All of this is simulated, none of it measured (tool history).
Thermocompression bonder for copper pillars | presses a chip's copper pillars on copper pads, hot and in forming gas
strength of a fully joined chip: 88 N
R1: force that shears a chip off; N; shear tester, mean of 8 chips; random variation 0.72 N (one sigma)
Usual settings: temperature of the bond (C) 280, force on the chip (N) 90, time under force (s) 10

run 1 hour=0 | temperature_of_the_bond_(C)=280 force_on_the_chip_(N)=90 time_under_force_(s)=10 | R1=56.9
run 2 hour=24.4 | temperature_of_the_bond_(C)=280 force_on_the_chip_(N)=90 time_under_force_(s)=10 | R1=57.3
run 3 hour=57.1 | temperature_of_the_bond_(C)=280 force_on_the_chip_(N)=64 time_under_force_(s)=10 | R1=49.9
run 4 hour=86.4 | temperature_of_the_bond_(C)=280 force_on_the_chip_(N)=64 time_under_force_(s)=10 | R1=49.5
run 5 hour=107.4 | temperature_of_the_bond_(C)=280 force_on_the_chip_(N)=64 time_under_force_(s)=10 | R1=49.3
run 6 hour=141.2 | temperature_of_the_bond_(C)=280 force_on_the_chip_(N)=90 time_under_force_(s)=10 | R1=57.8
run 7 hour=160.7 | temperature_of_the_bond_(C)=280 force_on_the_chip_(N)=90 time_under_force_(s)=10 | R1=58.2
run 8 hour=186.2 | temperature_of_the_bond_(C)=280 force_on_the_chip_(N)=90 time_under_force_(s)=10 | R1=57.6
run 9 hour=206.3 | temperature_of_the_bond_(C)=280 force_on_the_chip_(N)=90 time_under_force_(s)=6 | R1=49.8
run 10 hour=230.8 | temperature_of_the_bond_(C)=280 force_on_the_chip_(N)=90 time_under_force_(s)=6 | R1=49.6
run 11 hour=248.4 | temperature_of_the_bond_(C)=280 force_on_the_chip_(N)=70 time_under_force_(s)=10 | R1=51.5
run 12 hour=282 | temperature_of_the_bond_(C)=280 force_on_the_chip_(N)=70 time_under_force_(s)=24 | R1=63.3
-- hour=302.6 forming gas filter changed
run 13 hour=310.8 | temperature_of_the_bond_(C)=280 force_on_the_chip_(N)=90 time_under_force_(s)=10 | R1=61.2
-- hour=334.6 heater calibrated with a thermocouple chip
run 14 hour=345.4 | temperature_of_the_bond_(C)=280 force_on_the_chip_(N)=79 time_under_force_(s)=10 | R1=50.8
run 15 hour=376.1 | temperature_of_the_bond_(C)=280 force_on_the_chip_(N)=90 time_under_force_(s)=10 | R1=52.5
run 16 hour=396.5 | temperature_of_the_bond_(C)=279 force_on_the_chip_(N)=90 time_under_force_(s)=10 | R1=52.7
run 17 hour=428 | temperature_of_the_bond_(C)=279 force_on_the_chip_(N)=90 time_under_force_(s)=10 | R1=51.9
run 18 hour=460 | temperature_of_the_bond_(C)=279 force_on_the_chip_(N)=90 time_under_force_(s)=10 | R1=52.5
run 19 hour=489.2 | temperature_of_the_bond_(C)=279 force_on_the_chip_(N)=90 time_under_force_(s)=10 | R1=51.9
run 20 hour=514.7 | temperature_of_the_bond_(C)=279 force_on_the_chip_(N)=120 time_under_force_(s)=10 | R1=59.1
run 21 hour=537.4 | temperature_of_the_bond_(C)=302 force_on_the_chip_(N)=134 time_under_force_(s)=13 | R1=76.5
run 22 hour=561.9 | temperature_of_the_bond_(C)=309 force_on_the_chip_(N)=76 time_under_force_(s)=11 | R1=67.9
run 23 hour=594.5 | temperature_of_the_bond_(C)=309 force_on_the_chip_(N)=76 time_under_force_(s)=11 | R1=66.3
run 24 hour=608.6 | temperature_of_the_bond_(C)=294 force_on_the_chip_(N)=128 time_under_force_(s)=15 | R1=74.3
run 25 hour=633.8 | temperature_of_the_bond_(C)=294 force_on_the_chip_(N)=128 time_under_force_(s)=15 | R1=74.6
run 26 hour=663.8 | temperature_of_the_bond_(C)=258 force_on_the_chip_(N)=90 time_under_force_(s)=10 | R1=39
run 27 hour=690.5 | temperature_of_the_bond_(C)=288 force_on_the_chip_(N)=126 time_under_force_(s)=10 | R1=64.5
run 28 hour=708.9 | temperature_of_the_bond_(C)=288 force_on_the_chip_(N)=67 time_under_force_(s)=19 | R1=59
run 29 hour=731.5 | temperature_of_the_bond_(C)=257 force_on_the_chip_(N)=128 time_under_force_(s)=11 | R1=47.2
run 30 hour=761.1 | temperature_of_the_bond_(C)=255 force_on_the_chip_(N)=90 time_under_force_(s)=6 | R1=30.3
run 31 hour=783.6 | temperature_of_the_bond_(C)=302 force_on_the_chip_(N)=108 time_under_force_(s)=9 | R1=67.2
run 32 hour=816.7 | temperature_of_the_bond_(C)=290 force_on_the_chip_(N)=89 time_under_force_(s)=19 | R1=67.6
run 33 hour=840.3 | temperature_of_the_bond_(C)=273 force_on_the_chip_(N)=130 time_under_force_(s)=8 | R1=52.4
run 34 hour=869.1 | temperature_of_the_bond_(C)=302 force_on_the_chip_(N)=90 time_under_force_(s)=10 | R1=63
run 35 hour=890.3 | temperature_of_the_bond_(C)=280 force_on_the_chip_(N)=57 time_under_force_(s)=10 | R1=40.4
run 36 hour=911.1 | temperature_of_the_bond_(C)=252 force_on_the_chip_(N)=57 time_under_force_(s)=21 | R1=36.2
run 37 hour=931.8 | temperature_of_the_bond_(C)=252 force_on_the_chip_(N)=89 time_under_force_(s)=15 | R1=41
run 38 hour=957.2 | temperature_of_the_bond_(C)=255 force_on_the_chip_(N)=56 time_under_force_(s)=6 | R1=22.8
run 39 hour=975.3 | temperature_of_the_bond_(C)=300 force_on_the_chip_(N)=83 time_under_force_(s)=17 | R1=69.9
run 40 hour=995.4 | temperature_of_the_bond_(C)=300 force_on_the_chip_(N)=83 time_under_force_(s)=17 | R1=67.8

Forecast each of these 3 alternatives for the next run:
run A hour=1021.8 | temperature_of_the_bond_(C)=280 force_on_the_chip_(N)=65 time_under_force_(s)=10 | R1=?
run B hour=1021.8 | temperature_of_the_bond_(C)=280 force_on_the_chip_(N)=90 time_under_force_(s)=6 | R1=?
run C hour=1021.8 | temperature_of_the_bond_(C)=309 force_on_the_chip_(N)=81 time_under_force_(s)=8 | R1=?

run=A R1=44.2
run=B R1=44.7
run=C R1=63.3
Without the tool's hidden state the same runs would have given:
run=A R1=46.1
run=B R1=46.6
run=C R1=66.8
